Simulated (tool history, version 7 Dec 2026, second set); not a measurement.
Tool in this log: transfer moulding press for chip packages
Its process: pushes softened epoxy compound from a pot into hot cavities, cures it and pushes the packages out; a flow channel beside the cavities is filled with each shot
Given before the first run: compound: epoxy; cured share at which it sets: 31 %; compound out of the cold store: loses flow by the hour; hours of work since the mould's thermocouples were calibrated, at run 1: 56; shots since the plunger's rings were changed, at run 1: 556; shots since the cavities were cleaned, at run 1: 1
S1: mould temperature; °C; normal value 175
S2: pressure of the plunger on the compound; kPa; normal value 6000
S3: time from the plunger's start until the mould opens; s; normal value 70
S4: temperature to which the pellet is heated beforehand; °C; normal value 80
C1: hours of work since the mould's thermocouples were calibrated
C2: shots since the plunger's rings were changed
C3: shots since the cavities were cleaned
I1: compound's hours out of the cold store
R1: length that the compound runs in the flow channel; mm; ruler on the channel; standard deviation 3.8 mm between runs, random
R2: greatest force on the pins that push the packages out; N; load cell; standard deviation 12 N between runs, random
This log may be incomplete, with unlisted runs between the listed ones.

run 1 hour=0 | S1=175 S2=6000 S3=70 S4=80 | C1=56 C2=556 C3=1 | I1=35.5 | R1=816 R2=565
run 2 hour=34.8 | S1=175 S2=6000 S3=70 S4=80 | C1=76 C2=1088 C3=533 | I1=47.5 | R1=755 R2=562
-- hour=50.3 cavities cleaned with cleaning compound and waxed
run 3 hour=61.9 | S1=175 S2=6000 S3=70 S4=80 | C1=91 C2=1479 C3=176 | I1=15 | R1=928 R2=615
run 4 hour=84.5 | S1=175 S2=6000 S3=70 S4=80 | C1=104 C2=1825 C3=522 | I1=24.6 | R1=876 R2=599
-- hour=102.3 cavities cleaned with cleaning compound and waxed
run 5 hour=119.5 | S1=175 S2=6000 S3=70 S4=80 | C1=124 C2=2337 C3=263 | I1=11.8 | R1=945 R2=598
-- hour=153.8 cavities cleaned with cleaning compound and waxed
run 6 hour=157.7 | S1=175 S2=6000 S3=70 S4=80 | C1=145 C2=2898 C3=60 | I1=32.2 | R1=835 R2=564
run 7 hour=177.8 | S1=175 S2=6000 S3=70 S4=80 | C1=157 C2=3205 C3=367 | I1=26.2 | R1=856 R2=573
-- hour=184.2 plunger's sealing rings changed
-- hour=206.6 cavities cleaned with cleaning compound and waxed
run 8 hour=214.9 | S1=175 S2=6000 S3=70 S4=79 | C1=176 C2=446 C3=126 | I1=24.8 | R1=864 R2=596
run 9 hour=253.3 | S1=175 S2=6000 S3=70 S4=80 | C1=198 C2=1034 C3=714 | I1=48 | R1=749 R2=564
-- hour=258.6 cavities cleaned with cleaning compound and waxed
run 10 hour=276.8 | S1=175 S2=6000 S3=70 S4=80 | C1=211 C2=1369 C3=277 | I1=29.9 | R1=836 R2=578
-- hour=310.7 cavities cleaned with cleaning compound and waxed
run 11 hour=310.7 | S1=175 S2=6000 S3=70 S4=88 | C1=230 C2=1866 C3=0 | I1=26.4 | R1=861 R2=559
run 12 hour=335.3 | S1=175 S2=6000 S3=70 S4=80 | C1=244 C2=2241 C3=375 | I1=32.5 | R1=831 R2=586
run 13 hour=353.7 | S1=175 S2=6000 S3=70 S4=80 | C1=255 C2=2522 C3=656 | I1=17.9 | R1=909 R2=608
-- hour=362 cavities cleaned with cleaning compound and waxed
run 14 hour=378.8 | S1=175 S2=6000 S3=70 S4=80 | C1=269 C2=2883 C3=257 | I1=41.5 | R1=781 R2=577
-- hour=409.4 plunger's sealing rings changed
-- hour=415.3 cavities cleaned with cleaning compound and waxed
run 15 hour=415.3 | S1=175 S2=6000 S3=70 S4=80 | C1=288 C2=67 C3=0 | I1=47.2 | R1=758 R2=564
run 16 hour=440.3 | S1=170 S2=7270 S3=79 S4=85 | C1=302 C2=449 C3=382 | I1=19.7 | R1=1005 R2=646
run 17 hour=460.7 | S1=170 S2=7270 S3=79 S4=85 | C1=314 C2=760 C3=693 | I1=30.8 | R1=934 R2=615
-- hour=465.7 cavities cleaned with cleaning compound and waxed
run 18 hour=480.5 | S1=179 S2=5300 S3=96 S4=79 | C1=325 C2=1041 C3=226 | I1=8.9 | R1=890 R2=395
-- hour=518.6 cavities cleaned with cleaning compound and waxed
run 19 hour=523.8 | S1=179 S2=5300 S3=96 S4=79 | C1=349 C2=1680 C3=80 | I1=11.5 | R1=875 R2=404
run 20 hour=562 | S1=175 S2=6000 S3=70 S4=85 | C1=371 C2=2264 C3=664 | I1=10.2 | R1=948 R2=607
-- hour=570.3 cavities cleaned with cleaning compound and waxed
run 21 hour=606.1 | S1=175 S2=6000 S3=77 S4=85 | C1=396 C2=2916 C3=548 | I1=10.1 | R1=952 R2=515
-- hour=621.8 cavities cleaned with cleaning compound and waxed
-- hour=635.7 plunger's sealing rings changed
run 22 hour=637 | S1=182 S2=6370 S3=88 S4=89 | C1=411 C2=20 C3=195 | I1=40.5 | R1=800 R2=384
run 23 hour=666.7 | S1=182 S2=6370 S3=88 S4=89 | C1=429 C2=473 C3=648 | I1=21.6 | R1=894 R2=373
-- hour=675.4 cavities cleaned with cleaning compound and waxed
run 24 hour=708.7 | S1=182 S2=6370 S3=88 S4=89 | C1=452 C2=1093 C3=509 | I1=23.4 | R1=887 R2=403
-- hour=727.3 cavities cleaned with cleaning compound and waxed
run 25 hour=738.6 | S1=175 S2=6000 S3=83 S4=80 | C1=469 C2=1526 C3=172 | I1=42.3 | R1=783 R2=438
-- hour=779.2 cavities cleaned with cleaning compound and waxed
run 26 hour=779.2 | S1=175 S2=5250 S3=70 S4=80 | C1=491 C2=2124 C3=0 | I1=26.3 | R1=803 R2=591
run 27 hour=816.2 | S1=175 S2=6000 S3=70 S4=83 | C1=513 C2=2690 C3=566 | I1=28.5 | R1=846 R2=569

Alternative continuations, all from the tool just after run 27; predict every row:
-- hour=830.9 cavities cleaned with cleaning compound and waxed
run A hour=844.6 | S1=175 S2=6220 S3=75 S4=80 | C1=528 C2=3101 C3=210 | I1=37.5 | R1=? R2=?
-- hour=830.9 cavities cleaned with cleaning compound and waxed
run B hour=844.6 | S1=183 S2=7230 S3=70 S4=89 | C1=528 C2=3101 C3=210 | I1=26.8 | R1=? R2=?
-- hour=830.9 cavities cleaned with cleaning compound and waxed
run C hour=844.6 | S1=175 S2=6000 S3=61 S4=80 | C1=528 C2=3101 C3=210 | I1=30.8 | R1=? R2=?
-- hour=830.9 cavities cleaned with cleaning compound and waxed
run D hour=844.6 | S1=177 S2=6240 S3=55 S4=80 | C1=528 C2=3101 C3=210 | I1=14.7 | R1=? R2=?

run=A R1=818 R2=497
run=B R1=916 R2=406
run=C R1=832 R2=804
run=D R1=939 R2=1022
Take away the tool's hidden state, keep each run's random variation, and the runs would have read:
run=A R1=818 R2=493
run=B R1=916 R2=404
run=C R1=833 R2=798
run=D R1=939 R2=1014

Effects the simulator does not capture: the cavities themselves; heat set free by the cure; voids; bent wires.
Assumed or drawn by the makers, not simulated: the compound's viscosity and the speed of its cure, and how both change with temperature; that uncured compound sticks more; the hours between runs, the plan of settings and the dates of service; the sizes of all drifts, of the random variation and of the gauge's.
